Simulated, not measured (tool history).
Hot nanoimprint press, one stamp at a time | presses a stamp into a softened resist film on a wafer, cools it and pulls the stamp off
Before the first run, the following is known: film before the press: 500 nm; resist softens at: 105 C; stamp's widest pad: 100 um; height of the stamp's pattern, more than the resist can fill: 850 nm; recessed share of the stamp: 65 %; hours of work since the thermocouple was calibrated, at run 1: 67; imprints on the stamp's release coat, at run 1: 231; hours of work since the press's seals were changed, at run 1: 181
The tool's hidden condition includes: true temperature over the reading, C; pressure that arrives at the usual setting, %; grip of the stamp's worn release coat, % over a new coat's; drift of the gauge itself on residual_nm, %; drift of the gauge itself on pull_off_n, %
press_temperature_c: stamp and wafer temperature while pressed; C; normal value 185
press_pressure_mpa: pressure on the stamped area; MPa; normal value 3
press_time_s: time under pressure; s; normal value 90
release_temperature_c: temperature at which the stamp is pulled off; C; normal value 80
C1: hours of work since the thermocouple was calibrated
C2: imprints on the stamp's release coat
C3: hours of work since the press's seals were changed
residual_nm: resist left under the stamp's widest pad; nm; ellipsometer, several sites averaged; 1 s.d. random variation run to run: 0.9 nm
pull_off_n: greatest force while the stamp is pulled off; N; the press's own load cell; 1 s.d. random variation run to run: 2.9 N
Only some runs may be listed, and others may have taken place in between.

Run 1, hour 0: usual settings; C1 67; C2 231; C3 181. Result: residual_nm 188 nm, pull_off_n 141 N.
Run 2, hour 10.4: usual settings but press_time_s 157 s; C1 73; C2 252; C3 187. Result: residual_nm 153.1 nm, pull_off_n 148 N.
Run 3, hour 34.3: usual settings; C1 87; C2 302; C3 202. Result: residual_nm 188.9 nm, pull_off_n 149 N.
Run 4, hour 56.5: usual settings; C1 101; C2 349; C3 215. Result: residual_nm 190.1 nm, pull_off_n 153 N.
Run 5, hour 70.5: usual settings but press_time_s 105 s; C1 109; C2 378; C3 223. Result: residual_nm 179.6 nm, pull_off_n 153 N.
Run 6, hour 92.2: usual settings but press_pressure_mpa 4.47 MPa, press_time_s 105 s; C1 122; C2 423; C3 237. Result: residual_nm 144.1 nm, pull_off_n 152 N.
Run 7, hour 104.1: usual settings; C1 130; C2 448; C3 244. Result: residual_nm 189.4 nm, pull_off_n 157 N.
Run 8, hour 123.4: usual settings; C1 141; C2 489; C3 255. Result: residual_nm 190.2 nm, pull_off_n 159 N.
Run 9, hour 145.8: usual settings; C1 155; C2 536; C3 269. Result: residual_nm 190.3 nm, pull_off_n 155 N.
Run 10, hour 158.7: usual settings but release_temperature_c 74 C; C1 163; C2 562; C3 277. Result: residual_nm 190 nm, pull_off_n 167 N.
Run 11, hour 178.1: usual settings but release_temperature_c 74 C; C1 174; C2 603; C3 288. Result: residual_nm 191.3 nm, pull_off_n 180 N.
Run 12, hour 191.7: usual settings; C1 182; C2 631; C3 297. Result: residual_nm 192.7 nm, pull_off_n 160 N.
Run 13, hour 215.3: usual settings; C1 197; C2 681; C3 311. Result: residual_nm 191.7 nm, pull_off_n 169 N.
Run 14, hour 229.8: usual settings; C1 205; C2 711; C3 320. Result: residual_nm 192.8 nm, pull_off_n 164 N.
Run 15, hour 239.9: usual settings but press_pressure_mpa 2.35 MPa; C1 212; C2 732; C3 326. Result: residual_nm 218.5 nm, pull_off_n 166 N.
Run 16, hour 253.5: usual settings but press_temperature_c 174 C, press_pressure_mpa 2.32 MPa, press_time_s 50 s, release_temperature_c 72 C; C1 220; C2 761; C3 334. Result: residual_nm 341.5 nm, pull_off_n 185 N.
Run 17, hour 275.8: usual settings but press_temperature_c 178 C, press_time_s 65 s; C1 233; C2 807; C3 348. Result: residual_nm 259 nm, pull_off_n 166 N.
Run 18, hour 296.1: usual settings but press_temperature_c 183 C; C1 246; C2 850; C3 360. Result: residual_nm 203.7 nm, pull_off_n 179 N.
Run 19, hour 319.9: usual settings but press_temperature_c 183 C; C1 260; C2 899; C3 374. Result: residual_nm 204.2 nm, pull_off_n 171 N.
At hour 324.7: plate thermocouple calibrated.
Run 20, hour 336.1: usual settings but press_temperature_c 183 C; C1 7; C2 927; C3 382. Result: residual_nm 207.7 nm, pull_off_n 172 N.
Run 21, hour 355.5: usual settings but press_temperature_c 175 C, press_pressure_mpa 2.95 MPa, release_temperature_c 75 C; C1 19; C2 967; C3 394. Result: residual_nm 261.2 nm, pull_off_n 189 N.
Run 22, hour 366: usual settings but press_pressure_mpa 1.8 MPa, release_temperature_c 68 C; C1 25; C2 989; C3 400. Result: residual_nm 254.4 nm, pull_off_n 197 N.
At hour 386.3: plate thermocouple calibrated, once more.
Run 23, hour 388.9: usual settings but press_pressure_mpa 2.28 MPa, press_time_s 100 s, release_temperature_c 69 C; C1 2; C2 1031; C3 412. Result: residual_nm 209.8 nm, pull_off_n 195 N.

The next listed run, before its measurement:
Run 24, hour 413.4: usual settings but press_pressure_mpa 3.97 MPa, press_time_s 59 s; C1 16; C2 1082; C3 427. Result: residual_nm ?, pull_off_n ?.

For run 24 the tool returned residual_nm 189 nm, pull_off_n 184 N.
Had the tool carried no hidden state, the very same run would have given residual_nm 185.5 nm, pull_off_n 137 N.
